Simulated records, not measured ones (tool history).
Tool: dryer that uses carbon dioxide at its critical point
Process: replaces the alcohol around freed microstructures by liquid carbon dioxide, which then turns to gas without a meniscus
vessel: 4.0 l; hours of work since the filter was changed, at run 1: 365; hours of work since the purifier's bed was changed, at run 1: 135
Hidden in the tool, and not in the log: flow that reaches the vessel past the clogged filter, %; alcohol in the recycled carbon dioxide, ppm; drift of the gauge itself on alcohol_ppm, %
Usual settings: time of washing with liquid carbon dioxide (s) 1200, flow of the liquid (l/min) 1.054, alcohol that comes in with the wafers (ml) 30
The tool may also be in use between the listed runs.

run	day	time of washing with liquid carbon dioxide (s)	flow of the liquid (l/min)	alcohol that comes in with the wafers (ml)	hours of work since the filter was changed	hours of work since the purifier's bed was changed	alcohol left in the vessel before it's heated (ppm by volume)
1	0.000	1200	1.054	30	365	135	244
2	0.367	1200	1.054	30	369	140	238
3	0.550	1200	1.054	30	371	142	240
4	0.875	1200	1.054	30	375	146	246
5	1.142	1200	1.054	30	378	149	245
6	1.312	1200	1.054	30	380	151	255
7	1.700	1200	1.054	30	385	155	238
8	2.038	1200	1.430	30	389	159	120
9	2.279	1200	1.430	30	392	162	130
10	2.671	1200	1.430	30	396	167	125
11	3.050	1200	1.430	30	401	171	125
12	3.367	1200	1.430	30	405	175	135
13	3.750	1200	1.430	30	409	180	132
14	4.092	1200	1.430	30	413	184	135
15	4.288	1200	1.430	30	415	186	134
16	4.604	1200	1.430	30	419	190	138
17	5.008	1200	1.430	30	424	194	134
18	5.367	1680	1.054	30	428	199	131
19	5.746	1200	1.300	21	433	203	147
20	6.096	1020	1.750	24	437	207	128
21	6.292	840	0.670	31	439	209	1561
22	6.600	840	0.710	31	443	213	1478
23	6.817	840	0.710	31	445	216	1482
24	6.988	840	0.710	31	447	218	1445
25	7.308	840	0.710	31	451	222	1432
26	7.500	840	0.720	74	453	224	3327

Forecast run 27:
27	7.833	780	0.820	111	457	228	?

Run 27 gave alcohol left in the vessel before it's heated (ppm by volume) 4491.
Without the tool's hidden state the same run would have given alcohol left in the vessel before it's heated (ppm by volume) 3122.
